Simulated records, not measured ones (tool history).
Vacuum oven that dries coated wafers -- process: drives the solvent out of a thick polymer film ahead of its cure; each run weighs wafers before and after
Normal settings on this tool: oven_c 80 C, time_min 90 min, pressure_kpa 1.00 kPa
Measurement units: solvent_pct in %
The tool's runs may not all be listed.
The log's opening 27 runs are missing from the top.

run	hour	oven_c	time_min	pressure_kpa	hours of work since the thermocouples were calibrated	hours of work since the vacuum gauge was cleaned of residue	solvent_pct
28	318.8	83	90	0.95	491	196	0.43
29	335.0	83	90	0.95	497	203	0.43
30	349.0	74	62	2.43	503	209	3.04
31	361.0	65	52	1.47	508	213	6.21
32	369.4	65	52	1.47	511	217	6.25
33	377.3	89	108	0.89	514	220	0.17
34	392.3	93	133	0.89	520	226	0.16
35	407.5	88	91	1.00	527	232	0.23
36	423.4	85	118	1.60	533	239	0.40
37	438.6	80	118	1.60	539	245	0.57
38	455.0	80	118	1.60	546	252	0.57
39	462.5	80	104	1.00	549	255	0.47
40	472.4	90	56	2.17	553	259	0.67
41	489.8	67	145	2.17	560	266	1.78
42	498.9	67	145	2.17	564	269	1.80
43	514.6	67	145	2.17	570	276	1.81
44	528.9	66	90	1.99	576	282	3.49
45	541.0	69	66	0.53	581	287	3.48
46	554.9	69	143	2.07	587	292	1.46
47	564.2	83	90	0.77	590	296	0.38

What if the next run were any one of these 4? Each begins from the tool's condition after run 47:
A	575.7	83	90	0.87	595	301	?
B	575.7	88	127	3.14	595	301	?
C	575.7	82	109	0.82	595	301	?
D	575.7	79	162	2.42	595	301	?

run	solvent_pct
A	0.39
B	0.61
C	0.31
D	0.71
Stripped of hidden state, with their random variation kept, the same runs would have yielded:
run	solvent_pct
A	0.45
B	0.64
C	0.34
D	0.74

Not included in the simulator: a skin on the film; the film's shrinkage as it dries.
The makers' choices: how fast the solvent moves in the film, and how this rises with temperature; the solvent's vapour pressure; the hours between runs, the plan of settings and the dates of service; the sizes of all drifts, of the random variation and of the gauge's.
